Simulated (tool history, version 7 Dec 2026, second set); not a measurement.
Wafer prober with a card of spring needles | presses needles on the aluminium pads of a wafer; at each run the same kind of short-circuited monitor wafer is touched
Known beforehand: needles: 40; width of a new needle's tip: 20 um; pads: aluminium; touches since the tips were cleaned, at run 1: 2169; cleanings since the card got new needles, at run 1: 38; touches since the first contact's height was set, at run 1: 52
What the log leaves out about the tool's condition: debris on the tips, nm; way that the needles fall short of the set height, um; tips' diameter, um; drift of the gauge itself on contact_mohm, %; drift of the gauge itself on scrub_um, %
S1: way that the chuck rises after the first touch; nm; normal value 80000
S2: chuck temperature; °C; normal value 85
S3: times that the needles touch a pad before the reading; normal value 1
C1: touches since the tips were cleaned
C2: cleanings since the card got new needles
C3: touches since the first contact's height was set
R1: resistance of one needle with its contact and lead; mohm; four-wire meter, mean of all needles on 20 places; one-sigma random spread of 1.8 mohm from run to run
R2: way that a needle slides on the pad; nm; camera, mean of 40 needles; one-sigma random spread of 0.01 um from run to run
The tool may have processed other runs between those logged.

{"run": 1, "day": 0.0, "S1": 80000, "S2": 85, "S3": 1, "C1": 2169, "C2": 38, "C3": 52, "R1": 214, "R2": 13160}
{"day": 0.5, "done": "tips cleaned on abrasive film"}
{"run": 2, "day": 0.5, "S1": 80000, "S2": 85, "S3": 1, "C1": 0, "C2": 39, "C3": 6630, "R1": 189, "R2": 13160}
{"day": 1.183, "done": "tips cleaned on abrasive film"}
{"run": 3, "day": 1.267, "S1": 80000, "S2": 85, "S3": 1, "C1": 1100, "C2": 40, "C3": 16659, "R1": 201, "R2": 13150}
{"run": 4, "day": 1.808, "S1": 80000, "S2": 85, "S3": 1, "C1": 8291, "C2": 40, "C3": 23850, "R1": 229, "R2": 13150}
{"day": 1.85, "done": "tips cleaned on abrasive film"}
{"day": 2.525, "done": "tips cleaned on abrasive film"}
{"run": 5, "day": 2.575, "S1": 80000, "S2": 85, "S3": 1, "C1": 661, "C2": 42, "C3": 33883, "R1": 198, "R2": 13140}
{"day": 3.196, "done": "tips cleaned on abrasive film"}
{"run": 6, "day": 3.279, "S1": 80000, "S2": 85, "S3": 1, "C1": 1126, "C2": 43, "C3": 43110, "R1": 199, "R2": 13130}
{"day": 3.854, "done": "tips cleaned on abrasive film"}
{"run": 7, "day": 4.121, "S1": 80000, "S2": 85, "S3": 1, "C1": 3514, "C2": 44, "C3": 54171, "R1": 218, "R2": 13120}
{"day": 4.508, "done": "tips cleaned on abrasive film"}
{"run": 8, "day": 4.708, "S1": 80000, "S2": 85, "S3": 1, "C1": 2631, "C2": 45, "C3": 61888, "R1": 211, "R2": 13090}
{"run": 9, "day": 5.083, "S1": 80000, "S2": 85, "S3": 1, "C1": 7562, "C2": 45, "C3": 66819, "R1": 229, "R2": 13090}
{"day": 5.204, "done": "tips cleaned on abrasive film"}
{"run": 10, "day": 5.767, "S1": 80000, "S2": 85, "S3": 1, "C1": 7404, "C2": 46, "C3": 75789, "R1": 229, "R2": 13100}
{"day": 5.858, "done": "tips cleaned on abrasive film"}
{"run": 11, "day": 6.192, "S1": 80000, "S2": 85, "S3": 1, "C1": 4429, "C2": 47, "C3": 81395, "R1": 222, "R2": 13090}
{"day": 6.546, "done": "tips cleaned on abrasive film"}
{"run": 12, "day": 6.629, "S1": 65000, "S2": 85, "S3": 1, "C1": 1117, "C2": 48, "C3": 87094, "R1": 210, "R2": 10620}
{"day": 7.208, "done": "tips cleaned on abrasive film"}
{"run": 13, "day": 7.208, "S1": 65000, "S2": 85, "S3": 1, "C1": 30, "C2": 49, "C3": 94697, "R1": 197, "R2": 10590}
{"run": 14, "day": 7.567, "S1": 80000, "S2": 30, "S3": 1, "C1": 4769, "C2": 49, "C3": 99436, "R1": 213, "R2": 13060}
{"day": 7.871, "done": "tips cleaned on abrasive film"}
{"run": 15, "day": 8.108, "S1": 64000, "S2": 30, "S3": 2, "C1": 3169, "C2": 50, "C3": 106544, "R1": 207, "R2": 10430}
{"day": 8.533, "done": "tips cleaned on abrasive film"}
{"run": 16, "day": 8.533, "S1": 64000, "S2": 30, "S3": 2, "C1": 0, "C2": 51, "C3": 112108, "R1": 182, "R2": 10400}
{"run": 17, "day": 8.933, "S1": 64000, "S2": 30, "S3": 2, "C1": 5284, "C2": 51, "C3": 117392, "R1": 216, "R2": 10410}
{"day": 9.196, "done": "tips cleaned on abrasive film"}
{"run": 18, "day": 9.3, "S1": 64000, "S2": 30, "S3": 2, "C1": 1373, "C2": 52, "C3": 122140, "R1": 189, "R2": 10410}
{"day": 9.679, "done": "height of the first contact set anew"}
{"day": 9.904, "done": "tips cleaned on abrasive film"}
{"run": 19, "day": 9.904, "S1": 72000, "S2": 93, "S3": 1, "C1": 0, "C2": 53, "C3": 2927, "R1": 195, "R2": 11830}
{"run": 20, "day": 10.408, "S1": 72000, "S2": 93, "S3": 1, "C1": 6633, "C2": 53, "C3": 9560, "R1": 238, "R2": 11850}
{"day": 10.625, "done": "tips cleaned on abrasive film"}
{"run": 21, "day": 11.096, "S1": 72000, "S2": 93, "S3": 1, "C1": 6196, "C2": 54, "C3": 18582, "R1": 238, "R2": 11840}
{"day": 11.296, "done": "tips cleaned on abrasive film"}
{"run": 22, "day": 11.65, "S1": 88000, "S2": 85, "S3": 2, "C1": 4640, "C2": 55, "C3": 25840, "R1": 205, "R2": 14460}
{"day": 11.962, "done": "tips cleaned on abrasive film"}
{"run": 23, "day": 12.5, "S1": 75000, "S2": 108, "S3": 2, "C1": 7114, "C2": 56, "C3": 37029, "R1": 222, "R2": 12310}
{"day": 12.638, "done": "tips cleaned on abrasive film"}
{"run": 24, "day": 12.888, "S1": 65000, "S2": 37, "S3": 3, "C1": 3292, "C2": 57, "C3": 42097, "R1": 197, "R2": 10650}
{"day": 13.304, "done": "tips cleaned on abrasive film"}
{"run": 25, "day": 13.725, "S1": 98000, "S2": 111, "S3": 3, "C1": 5533, "C2": 58, "C3": 53101, "R1": 201, "R2": 16070}
{"day": 13.992, "done": "tips cleaned on abrasive film"}
{"run": 26, "day": 14.112, "S1": 99000, "S2": 111, "S3": 3, "C1": 1626, "C2": 59, "C3": 58180, "R1": 197, "R2": 16220}
{"run": 27, "day": 14.617, "S1": 72000, "S2": 61, "S3": 2, "C1": 8287, "C2": 59, "C3": 64841, "R1": 216, "R2": 11770}
{"day": 14.679, "done": "tips cleaned on abrasive film"}
{"run": 28, "day": 15.304, "S1": 80000, "S2": 30, "S3": 2, "C1": 8254, "C2": 60, "C3": 73842, "R1": 209, "R2": 13090}

Entry by entry between the runs, the difference in hidden state between the last listed run before and the first listed run after:
Runs 1 to 2: tips cleaned on abrasive film (day 0.5)
  debris on the tips, nm: 96.7 -> 12.2; way that the needles fall short of the set height, um: 0 -> 0.07; tips' diameter, um: 20.75 -> 20.77
  measured result minus the result with no hidden state, R1: +25 -> +3 mohm; R2: +0 -> -10 nm
Runs 2 to 3: tips cleaned on abrasive film (day 1.183)
  debris on the tips, nm: 12.2 -> 53.3; way that the needles fall short of the set height, um: 0.07 -> 0.14; tips' diameter, um: 20.77 -> 20.79
  measured result minus the result with no hidden state, R1: +3 -> +13 mohm; R2: -10 -> -20 nm
Runs 4 to 5: tips cleaned on abrasive film (day 1.85); tips cleaned on abrasive film (day 2.525)
  debris on the tips, nm: 162.9 -> 39; way that the needles fall short of the set height, um: 0.14 -> 0.26; tips' diameter, um: 20.79 -> 20.84
  measured result minus the result with no hidden state, R1: +41 -> +10 mohm; R2: -20 -> -40 nm
Runs 5 to 6: tips cleaned on abrasive film (day 3.196)
  debris on the tips, nm: 39 -> 52.8; way that the needles fall short of the set height, um: 0.26 -> 0.3; tips' diameter, um: 20.84 -> 20.85
  measured result minus the result with no hidden state, R1: +10 -> +14 mohm; R2: -40 -> -40 nm
Runs 6 to 7: tips cleaned on abrasive film (day 3.854)
  debris on the tips, nm: 52.8 -> 102.3; way that the needles fall short of the set height, um: 0.3 -> 0.35; tips' diameter, um: 20.85 -> 20.87
  measured result minus the result with no hidden state, R1: +14 -> +27 mohm; R2: -40 -> -60 nm
Runs 7 to 8: tips cleaned on abrasive film (day 4.508)
  debris on the tips, nm: 102.3 -> 98.5; way that the needles fall short of the set height, um: 0.35 -> 0.41; tips' diameter, um: 20.87 -> 20.89
  measured result minus the result with no hidden state, R1: +27 -> +25 mohm; R2: -60 -> -70 nm
Runs 9 to 10: tips cleaned on abrasive film (day 5.204)
  way that the needles fall short of the set height, um: 0.41 -> 0.48; tips' diameter, um: 20.89 -> 20.91
  measured result minus the result with no hidden state, R1: +41 -> +42 mohm; R2: -60 -> -80 nm
Runs 10 to 11: tips cleaned on abrasive film (day 5.858)
  debris on the tips, nm: 162.4 -> 126.3; way that the needles fall short of the set height, um: 0.48 -> 0.55; tips' diameter, um: 20.91 -> 20.94
  measured result minus the result with no hidden state, R1: +42 -> +33 mohm; R2: -80 -> -90 nm
Runs 11 to 12: tips cleaned on abrasive film (day 6.546)
  debris on the tips, nm: 126.3 -> 46.2; way that the needles fall short of the set height, um: 0.55 -> 0.61; tips' diameter, um: 20.94 -> 20.96
  measured result minus the result with no hidden state, R1: +33 -> +17 mohm; R2: -90 -> -100 nm
Runs 12 to 13: tips cleaned on abrasive film (day 7.208)
  debris on the tips, nm: 46.2 -> 11; way that the needles fall short of the set height, um: 0.61 -> 0.65; tips' diameter, um: 20.96 -> 20.97
  measured result minus the result with no hidden state, R1: +17 -> +5 mohm; R2: -100 -> -100 nm
Runs 14 to 15: tips cleaned on abrasive film (day 7.871)
  debris on the tips, nm: 127.2 -> 107.8; way that the needles fall short of the set height, um: 0.65 -> 0.72; tips' diameter, um: 20.97 -> 21
  measured result minus the result with no hidden state, R1: +36 -> +26 mohm; R2: -110 -> -110 nm
Runs 15 to 16: tips cleaned on abrasive film (day 8.533)
  debris on the tips, nm: 107.8 -> 10.8; way that the needles fall short of the set height, um: 0.72 -> 0.76; tips' diameter, um: 21 -> 21.01
  measured result minus the result with no hidden state, R1: +26 -> +3 mohm; R2: -110 -> -120 nm
Runs 17 to 18: tips cleaned on abrasive film (day 9.196)
  debris on the tips, nm: 137.8 -> 56; way that the needles fall short of the set height, um: 0.76 -> 0.82; tips' diameter, um: 21.01 -> 21.03
  measured result minus the result with no hidden state, R1: +34 -> +14 mohm; R2: -130 -> -130 nm
Runs 18 to 19: height of the first contact set anew (day 9.679); tips cleaned on abrasive film (day 9.904)
  debris on the tips, nm: 56 -> 16.9; way that the needles fall short of the set height, um: 0.82 -> 0.06; tips' diameter, um: 21.03 -> 21.05
  measured result minus the result with no hidden state, R1: +14 -> +6 mohm; R2: -130 -> -10 nm
Runs 20 to 21: tips cleaned on abrasive film (day 10.625)
  debris on the tips, nm: 150.5 -> 148.4; way that the needles fall short of the set height, um: 0.06 -> 0.12; tips' diameter, um: 21.05 -> 21.07
  measured result minus the result with no hidden state, R1: +46 -> +45 mohm; R2: -10 -> -20 nm
Runs 21 to 22: tips cleaned on abrasive film (day 11.296)
  debris on the tips, nm: 148.4 -> 133.9; way that the needles fall short of the set height, um: 0.12 -> 0.19; tips' diameter, um: 21.07 -> 21.1
  measured result minus the result with no hidden state, R1: +45 -> +18 mohm; R2: -20 -> -30 nm
Runs 22 to 23: tips cleaned on abrasive film (day 11.962)
  debris on the tips, nm: 133.9 -> 159.1; way that the needles fall short of the set height, um: 0.19 -> 0.24; tips' diameter, um: 21.1 -> 21.11
  measured result minus the result with no hidden state, R1: +18 -> +27 mohm; R2: -30 -> -40 nm
Runs 23 to 24: tips cleaned on abrasive film (day 12.638)
  debris on the tips, nm: 159.1 -> 108.7; way that the needles fall short of the set height, um: 0.24 -> 0.3; tips' diameter, um: 21.11 -> 21.14
  measured result minus the result with no hidden state, R1: +27 -> +16 mohm; R2: -40 -> -50 nm
Runs 24 to 25: tips cleaned on abrasive film (day 13.304)
  debris on the tips, nm: 108.7 -> 145.3; way that the needles fall short of the set height, um: 0.3 -> 0.37; tips' diameter, um: 21.14 -> 21.16
  measured result minus the result with no hidden state, R1: +16 -> +10 mohm; R2: -50 -> -60 nm
Runs 25 to 26: tips cleaned on abrasive film (day 13.992)
  debris on the tips, nm: 145.3 -> 69.2; way that the needles fall short of the set height, um: 0.37 -> 0.43; tips' diameter, um: 21.16 -> 21.18
  measured result minus the result with no hidden state, R1: +10 -> +5 mohm; R2: -60 -> -70 nm
Runs 27 to 28: tips cleaned on abrasive film (day 14.679)
  debris on the tips, nm: 165.7 -> 164.4; way that the needles fall short of the set height, um: 0.43 -> 0.48; tips' diameter, um: 21.18 -> 21.2
  measured result minus the result with no hidden state, R1: +32 -> +29 mohm; R2: -70 -> -80 nm

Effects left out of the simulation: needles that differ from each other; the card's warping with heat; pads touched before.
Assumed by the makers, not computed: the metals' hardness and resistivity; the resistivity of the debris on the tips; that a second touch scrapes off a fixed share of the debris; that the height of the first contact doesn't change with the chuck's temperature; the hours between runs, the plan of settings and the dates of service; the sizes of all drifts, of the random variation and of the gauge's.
